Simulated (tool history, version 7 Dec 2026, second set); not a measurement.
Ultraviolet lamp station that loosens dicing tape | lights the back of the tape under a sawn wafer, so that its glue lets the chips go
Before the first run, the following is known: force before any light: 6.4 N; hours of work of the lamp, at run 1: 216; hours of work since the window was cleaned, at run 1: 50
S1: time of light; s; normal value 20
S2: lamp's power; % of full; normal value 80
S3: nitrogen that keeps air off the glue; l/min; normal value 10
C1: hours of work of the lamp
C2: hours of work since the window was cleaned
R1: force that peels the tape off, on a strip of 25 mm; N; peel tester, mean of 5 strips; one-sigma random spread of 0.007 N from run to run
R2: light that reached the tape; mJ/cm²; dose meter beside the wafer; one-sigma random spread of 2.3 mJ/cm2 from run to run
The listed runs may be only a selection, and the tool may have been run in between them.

run	hour	S1	S2	S3	C1	C2	R1	R2
1	0.0	20	80	10	216	50	0.244	239
2	20.2	20	86	10	228	62	0.215	260
3	37.8	20	80	12	239	73	0.228	240
4	62.3	12	80	12	255	89	0.635	145
5	97.8	14	80	12	277	111	0.479	170
6	125.9	20	80	4	294	128	0.375	242
7	161.2	20	80	7	316	150	0.283	238
8	193.2	16	83	7	336	170	0.417	195
9	211.6	13	63	8	348	182	0.974	122
10	249.2	15	63	4	371	205	1.032	139
11	286.9	15	97	19	395	229	0.241	218
12	320.9	15	97	19	416	250	0.245	220
# hour 338.8: window cleaned of glue's vapour
13	343.7	29	97	13	430	3	0.148	422
14	382.5	29	97	13	454	27	0.149	426

Branching from run 14: 5 alternative next runs. What would each branch give?
A	421.0	29	97	3	478	51	?	?
B	421.0	18	66	14	478	51	?	?
C	421.0	34	80	6	478	51	?	?
D	421.0	15	83	13	478	51	?	?
E	421.0	29	97	18	478	51	?	?

run	R1	R2
A	0.171	423
B	0.389	179
C	0.152	409
D	0.355	184
E	0.147	425
The same runs, with their run-to-run variation unchanged, on a tool lacking any hidden condition would have given:
run	R1	R2
A	0.171	424
B	0.388	179
C	0.152	409
D	0.354	184
E	0.147	425

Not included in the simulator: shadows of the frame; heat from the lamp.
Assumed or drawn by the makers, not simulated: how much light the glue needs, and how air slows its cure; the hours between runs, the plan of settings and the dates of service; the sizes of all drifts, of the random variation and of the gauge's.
